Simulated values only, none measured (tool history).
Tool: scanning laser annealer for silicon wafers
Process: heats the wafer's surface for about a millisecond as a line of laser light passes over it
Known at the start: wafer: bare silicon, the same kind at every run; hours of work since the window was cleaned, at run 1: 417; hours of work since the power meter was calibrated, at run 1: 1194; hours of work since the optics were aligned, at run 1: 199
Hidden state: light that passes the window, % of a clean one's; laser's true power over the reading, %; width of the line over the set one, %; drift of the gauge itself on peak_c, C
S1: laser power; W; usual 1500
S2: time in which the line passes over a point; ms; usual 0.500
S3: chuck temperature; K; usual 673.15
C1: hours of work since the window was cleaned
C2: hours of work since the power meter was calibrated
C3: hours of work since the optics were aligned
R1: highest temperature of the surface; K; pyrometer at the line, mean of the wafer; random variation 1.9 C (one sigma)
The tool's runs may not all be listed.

Run 1, hour 0.0: usual settings; C1 417; C2 1194; C3 199. Result: R1 1397.15 K.
Run 2, hour 31.4: usual settings; C1 439; C2 1216; C3 221. Result: R1 1397.15 K.
Run 3, hour 80.0: usual settings; C1 473; C2 1250; C3 255. Result: R1 1392.15 K.
Run 4, hour 113.6: usual settings; C1 496; C2 1274; C3 279. Result: R1 1391.15 K.
Run 5, hour 142.1: usual settings; C1 516; C2 1294; C3 299. Result: R1 1390.15 K.
At hour 169.2: window over the wafer cleaned.
Run 6, hour 189.3: usual settings but S3 653.15 K; C1 14; C2 1326; C3 331. Result: R1 1410.15 K.
Run 7, hour 246.9: usual settings but S3 653.15 K; C1 55; C2 1366; C3 371. Result: R1 1405.15 K.
Run 8, hour 298.2: usual settings but S3 653.15 K; C1 91; C2 1402; C3 407. Result: R1 1403.15 K.
Run 9, hour 355.7: usual settings but S3 653.15 K; C1 131; C2 1443; C3 447. Result: R1 1404.15 K.
Run 10, hour 413.2: usual settings but S3 653.15 K; C1 171; C2 1483; C3 488. Result: R1 1398.15 K.
Run 11, hour 459.6: usual settings but S1 1496 W; C1 204; C2 1516; C3 520. Result: R1 1412.15 K.
Run 12, hour 487.2: usual settings but S2 0.414 ms; C1 223; C2 1535; C3 540. Result: R1 1350.15 K.
At hour 494.9: optics aligned, line set to its width.
Run 13, hour 520.0: usual settings but S2 0.414 ms; C1 243; C2 1554; C3 18. Result: R1 1348.15 K.
Run 14, hour 560.1: usual settings but S2 0.414 ms; C1 271; C2 1583; C3 46. Result: R1 1344.15 K.
Run 15, hour 614.9: usual settings but S2 0.414 ms; C1 309; C2 1621; C3 84. Result: R1 1342.15 K.
At hour 659.9: optics aligned, line set to its width, once more.
Run 16, hour 659.9: usual settings but S2 0.414 ms; C1 337; C2 1649; C3 0. Result: R1 1343.15 K.
Run 17, hour 693.1: usual settings but S1 1526 W, S2 0.414 ms; C1 361; C2 1673; C3 23. Result: R1 1356.15 K.
Run 18, hour 727.3: usual settings; C1 385; C2 1696; C3 47. Result: R1 1403.15 K.
Run 19, hour 753.6: usual settings; C1 403; C2 1715; C3 66. Result: R1 1403.15 K.
Run 20, hour 807.0: usual settings; C1 441; C2 1752; C3 103. Result: R1 1400.15 K.
Run 21, hour 855.5: usual settings but S1 1447 W, S2 0.619 ms, S3 709.15 K; C1 475; C2 1786; C3 137. Result: R1 1483.15 K.
Run 22, hour 880.7: usual settings but S1 1559 W, S2 0.409 ms, S3 686.15 K; C1 492; C2 1804; C3 155. Result: R1 1366.15 K.
At hour 941.9: window over the wafer cleaned.
Run 23, hour 943.4: usual settings but S2 0.383 ms, S3 665.15 K; C1 1; C2 1847; C3 198. Result: R1 1333.15 K.
Run 24, hour 980.4: usual settings but S1 1509 W, S2 0.486 ms, S3 637.15 K; C1 27; C2 1873; C3 224. Result: R1 1390.15 K.
Run 25, hour 1022.3: usual settings but S1 1509 W, S2 0.486 ms, S3 637.15 K; C1 56; C2 1902; C3 253. Result: R1 1389.15 K.
Run 26, hour 1056.9: usual settings but S1 1554 W, S2 0.372 ms, S3 712.15 K; C1 81; C2 1926; C3 277. Result: R1 1388.15 K.
Run 27, hour 1106.9: usual settings but S1 1609 W, S2 0.372 ms, S3 648.15 K; C1 116; C2 1962; C3 312. Result: R1 1345.15 K.
Run 28, hour 1156.8: usual settings but S2 0.559 ms, S3 656.15 K; C1 151; C2 1997; C3 347. Result: R1 1440.15 K.
Run 29, hour 1201.6: usual settings but S1 1426 W, S2 0.565 ms; C1 182; C2 2028; C3 379. Result: R1 1423.15 K.
Run 30, hour 1236.7: usual settings but S1 1426 W, S2 0.565 ms, S3 659.15 K; C1 207; C2 2053; C3 403. Result: R1 1405.15 K.
Run 31, hour 1264.5: usual settings but S2 0.365 ms; C1 226; C2 2072; C3 423. Result: R1 1309.15 K.
Run 32, hour 1323.0: usual settings but S1 1288 W, S2 0.524 ms; C1 268; C2 2113; C3 464. Result: R1 1319.15 K.
Run 33, hour 1379.8: usual settings but S1 1478 W, S2 0.432 ms, S3 711.15 K; C1 307; C2 2153; C3 504. Result: R1 1382.15 K.
Run 34, hour 1415.4: usual settings but S1 1478 W, S2 0.432 ms, S3 711.15 K; C1 332; C2 2178; C3 529. Result: R1 1385.15 K.
Run 35, hour 1469.6: usual settings but S1 1478 W, S2 0.432 ms, S3 711.15 K; C1 371; C2 2216; C3 567. Result: R1 1377.15 K.
Run 36, hour 1504.9: usual settings but S1 1478 W, S2 0.432 ms, S3 711.15 K; C1 395; C2 2241; C3 592. Result: R1 1379.15 K.
Run 37, hour 1539.4: usual settings but S1 1478 W, S2 0.432 ms, S3 711.15 K; C1 419; C2 2265; C3 616. Result: R1 1377.15 K.
Run 38, hour 1585.8: usual settings but S3 712.15 K; C1 452; C2 2298; C3 649. Result: R1 1433.15 K.
Run 39, hour 1621.3: usual settings but S3 712.15 K; C1 477; C2 2323; C3 673. Result: R1 1431.15 K.
Run 40, hour 1657.6: usual settings but S2 0.524 ms, S3 708.15 K; C1 502; C2 2348; C3 699. Result: R1 1437.15 K.

Some steps in R1 between neighbouring runs. How much of each would the tool show without its hidden state too (settings, what came in, random variation), and how much is left for the hidden state, with any gauge scatter that isn't in both results?
Run 5 -> 6: S3 673.15 -> 653.15, window over the wafer cleaned. R1 +20.00 K: hidden state +39.00, all else -19.00.
Run 21 -> 22: S1 1447 -> 1559, S2 0.619 -> 0.409, S3 709.15 -> 686.15. R1 -117.00 K: hidden state +4.00, all else -121.00.
Run 22 -> 23: S1 1559 -> 1500, S2 0.409 -> 0.383, S3 686.15 -> 665.15, window over the wafer cleaned. R1 -33.00 K: hidden state +34.00, all else -67.00.
Run 27 -> 28: S1 1609 -> 1500, S2 0.372 -> 0.559, S3 648.15 -> 656.15. R1 +95.00 K: hidden state -5.00, all else +100.00.
Run 30 -> 31: S1 1426 -> 1500, S2 0.565 -> 0.365, S3 659.15 -> 673.15. R1 -96.00 K: hidden state +2.00, all else -98.00.
Run 37 -> 38: S1 1478 -> 1500, S2 0.432 -> 0.500, S3 711.15 -> 712.15. R1 +56.00 K: hidden state -6.00, all else +62.00.

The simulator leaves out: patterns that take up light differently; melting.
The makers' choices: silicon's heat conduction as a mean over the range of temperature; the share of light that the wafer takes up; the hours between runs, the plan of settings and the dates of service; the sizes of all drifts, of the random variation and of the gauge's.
